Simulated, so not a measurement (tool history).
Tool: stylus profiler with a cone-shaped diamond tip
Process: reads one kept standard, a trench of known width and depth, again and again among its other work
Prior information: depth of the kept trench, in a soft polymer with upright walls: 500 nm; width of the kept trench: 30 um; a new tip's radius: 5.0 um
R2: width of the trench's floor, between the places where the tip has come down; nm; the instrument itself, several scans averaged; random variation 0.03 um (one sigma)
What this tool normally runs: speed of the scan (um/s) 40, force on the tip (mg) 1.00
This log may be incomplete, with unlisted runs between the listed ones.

{"run": 1, "hour": 0.0, "speed of the scan (um/s)": 40, "force on the tip (mg)": 1.0, "depth of the trench (nm)": 499.81, "R2": 23400}
{"run": 2, "hour": 17.6, "speed of the scan (um/s)": 40, "force on the tip (mg)": 1.0, "depth of the trench (nm)": 499.6, "R2": 23340}
{"run": 3, "hour": 33.7, "speed of the scan (um/s)": 40, "force on the tip (mg)": 1.0, "depth of the trench (nm)": 499.78, "R2": 23320}
{"run": 4, "hour": 46.7, "speed of the scan (um/s)": 40, "force on the tip (mg)": 1.0, "depth of the trench (nm)": 499.62, "R2": 23310}
{"run": 5, "hour": 56.2, "speed of the scan (um/s)": 40, "force on the tip (mg)": 1.0, "depth of the trench (nm)": 499.57, "R2": 23350}
{"run": 6, "hour": 73.3, "speed of the scan (um/s)": 15, "force on the tip (mg)": 1.0, "depth of the trench (nm)": 499.76, "R2": 23460}
{"run": 7, "hour": 81.7, "speed of the scan (um/s)": 15, "force on the tip (mg)": 1.0, "depth of the trench (nm)": 499.52, "R2": 23420}
{"run": 8, "hour": 91.5, "speed of the scan (um/s)": 40, "force on the tip (mg)": 1.0, "depth of the trench (nm)": 499.4, "R2": 23340}
{"run": 9, "hour": 103.0, "speed of the scan (um/s)": 40, "force on the tip (mg)": 1.0, "depth of the trench (nm)": 499.41, "R2": 23270}
{"run": 10, "hour": 112.3, "speed of the scan (um/s)": 40, "force on the tip (mg)": 1.0, "depth of the trench (nm)": 499.66, "R2": 23210}
{"run": 11, "hour": 123.8, "speed of the scan (um/s)": 40, "force on the tip (mg)": 1.53, "depth of the trench (nm)": 500.12, "R2": 23320}
{"run": 12, "hour": 137.2, "speed of the scan (um/s)": 40, "force on the tip (mg)": 1.53, "depth of the trench (nm)": 499.93, "R2": 23310}
{"run": 13, "hour": 156.0, "speed of the scan (um/s)": 40, "force on the tip (mg)": 1.53, "depth of the trench (nm)": 500.14, "R2": 23270}
{"run": 14, "hour": 174.1, "speed of the scan (um/s)": 37, "force on the tip (mg)": 1.53, "depth of the trench (nm)": 500.08, "R2": 23270}
{"run": 15, "hour": 186.7, "speed of the scan (um/s)": 40, "force on the tip (mg)": 1.0, "depth of the trench (nm)": 499.33, "R2": 23170}
{"run": 16, "hour": 204.8, "speed of the scan (um/s)": 40, "force on the tip (mg)": 0.34, "depth of the trench (nm)": 498.28, "R2": 23010}
{"run": 17, "hour": 217.0, "speed of the scan (um/s)": 83, "force on the tip (mg)": 1.0, "depth of the trench (nm)": 499.55, "R2": 23010}
{"run": 18, "hour": 225.1, "speed of the scan (um/s)": 83, "force on the tip (mg)": 1.0, "depth of the trench (nm)": 499.56, "R2": 23020}
{"run": 19, "hour": 240.8, "speed of the scan (um/s)": 83, "force on the tip (mg)": 1.0, "depth of the trench (nm)": 499.45, "R2": 22920}
{"hour": 242.3, "done": "height scale calibrated on a step standard"}
{"run": 20, "hour": 256.9, "speed of the scan (um/s)": 83, "force on the tip (mg)": 1.0, "depth of the trench (nm)": 499.31, "R2": 22980}
{"hour": 271.7, "done": "height scale calibrated on a step standard, once more"}
{"run": 21, "hour": 275.6, "speed of the scan (um/s)": 81, "force on the tip (mg)": 1.0, "depth of the trench (nm)": 501.87, "R2": 23010}
{"run": 22, "hour": 294.8, "speed of the scan (um/s)": 120, "force on the tip (mg)": 1.0, "depth of the trench (nm)": 501.97, "R2": 22670}
{"run": 23, "hour": 313.3, "speed of the scan (um/s)": 120, "force on the tip (mg)": 1.0, "depth of the trench (nm)": 501.83, "R2": 22720}
{"run": 24, "hour": 327.1, "speed of the scan (um/s)": 17, "force on the tip (mg)": 1.18, "depth of the trench (nm)": 502.15, "R2": 23300}
{"run": 25, "hour": 340.1, "speed of the scan (um/s)": 36, "force on the tip (mg)": 1.71, "depth of the trench (nm)": 502.44, "R2": 23150}
{"run": 26, "hour": 351.9, "speed of the scan (um/s)": 40, "force on the tip (mg)": 0.49, "depth of the trench (nm)": 501.16, "R2": 23010}
{"run": 27, "hour": 362.2, "speed of the scan (um/s)": 99, "force on the tip (mg)": 1.64, "depth of the trench (nm)": 502.69, "R2": 22890}
{"run": 28, "hour": 380.0, "speed of the scan (um/s)": 41, "force on the tip (mg)": 0.94, "depth of the trench (nm)": 501.8, "R2": 23050}
{"run": 29, "hour": 390.1, "speed of the scan (um/s)": 41, "force on the tip (mg)": 0.8, "depth of the trench (nm)": 501.34, "R2": 23080}
{"run": 30, "hour": 407.4, "speed of the scan (um/s)": 41, "force on the tip (mg)": 0.8, "depth of the trench (nm)": 501.71, "R2": 23010}
{"run": 31, "hour": 416.9, "speed of the scan (um/s)": 98, "force on the tip (mg)": 2.66, "depth of the trench (nm)": 503.41, "R2": 22910}
{"run": 32, "hour": 432.7, "speed of the scan (um/s)": 22, "force on the tip (mg)": 0.36, "depth of the trench (nm)": 500.97, "R2": 23040}
{"run": 33, "hour": 441.4, "speed of the scan (um/s)": 22, "force on the tip (mg)": 0.36, "depth of the trench (nm)": 500.86, "R2": 23060}
{"run": 34, "hour": 457.8, "speed of the scan (um/s)": 42, "force on the tip (mg)": 0.49, "depth of the trench (nm)": 500.74, "R2": 22850}
{"run": 35, "hour": 474.7, "speed of the scan (um/s)": 106, "force on the tip (mg)": 0.88, "depth of the trench (nm)": 501.78, "R2": 22610}
{"run": 36, "hour": 484.6, "speed of the scan (um/s)": 64, "force on the tip (mg)": 0.62, "depth of the trench (nm)": 501.08, "R2": 22800}
{"run": 37, "hour": 496.8, "speed of the scan (um/s)": 66, "force on the tip (mg)": 0.72, "depth of the trench (nm)": 501.27, "R2": 22720}
{"run": 38, "hour": 515.4, "speed of the scan (um/s)": 74, "force on the tip (mg)": 1.11, "depth of the trench (nm)": 501.57, "R2": 22810}
{"run": 39, "hour": 532.8, "speed of the scan (um/s)": 76, "force on the tip (mg)": 0.35, "depth of the trench (nm)": 500.72, "R2": 22500}
{"run": 40, "hour": 543.1, "speed of the scan (um/s)": 76, "force on the tip (mg)": 0.35, "depth of the trench (nm)": 500.97, "R2": 22500}
{"run": 41, "hour": 561.9, "speed of the scan (um/s)": 76, "force on the tip (mg)": 0.35, "depth of the trench (nm)": 500.54, "R2": 22500}
{"run": 42, "hour": 578.2, "speed of the scan (um/s)": 135, "force on the tip (mg)": 0.86, "depth of the trench (nm)": 501.22, "R2": 22330}
{"run": 43, "hour": 589.2, "speed of the scan (um/s)": 14, "force on the tip (mg)": 0.35, "depth of the trench (nm)": 500.69, "R2": 22970}
{"run": 44, "hour": 605.9, "speed of the scan (um/s)": 14, "force on the tip (mg)": 0.35, "depth of the trench (nm)": 500.53, "R2": 22960}
{"run": 45, "hour": 614.3, "speed of the scan (um/s)": 14, "force on the tip (mg)": 0.35, "depth of the trench (nm)": 500.51, "R2": 22960}

5 options for the next run, each taken on its own from the tool as it stands now. Forecast them:
{"run": "A", "hour": 633.5, "speed of the scan (um/s)": 30, "force on the tip (mg)": 0.64, "depth of the trench (nm)": "?", "R2": "?"}
{"run": "B", "hour": 633.5, "speed of the scan (um/s)": 83, "force on the tip (mg)": 0.6, "depth of the trench (nm)": "?", "R2": "?"}
{"run": "C", "hour": 633.5, "speed of the scan (um/s)": 14, "force on the tip (mg)": 0.72, "depth of the trench (nm)": "?", "R2": "?"}
{"run": "D", "hour": 633.5, "speed of the scan (um/s)": 24, "force on the tip (mg)": 2.6, "depth of the trench (nm)": "?", "R2": "?"}
{"run": "E", "hour": 633.5, "speed of the scan (um/s)": 26, "force on the tip (mg)": 1.46, "depth of the trench (nm)": "?", "R2": "?"}

run=A depth_of_the_trench_(nm)=501.13 R2=22850
run=B depth_of_the_trench_(nm)=500.71 R2=22530
run=C depth_of_the_trench_(nm)=501.24 R2=23040
run=D depth_of_the_trench_(nm)=503.27 R2=23040
run=E depth_of_the_trench_(nm)=502.05 R2=22980
With the hidden condition removed and each run's random variation left untouched, the same runs would have given:
run=A depth_of_the_trench_(nm)=501.53 R2=25400
run=B depth_of_the_trench_(nm)=501.11 R2=25080
run=C depth_of_the_trench_(nm)=501.64 R2=25590
run=D depth_of_the_trench_(nm)=503.67 R2=25590
run=E depth_of_the_trench_(nm)=502.45 R2=25540
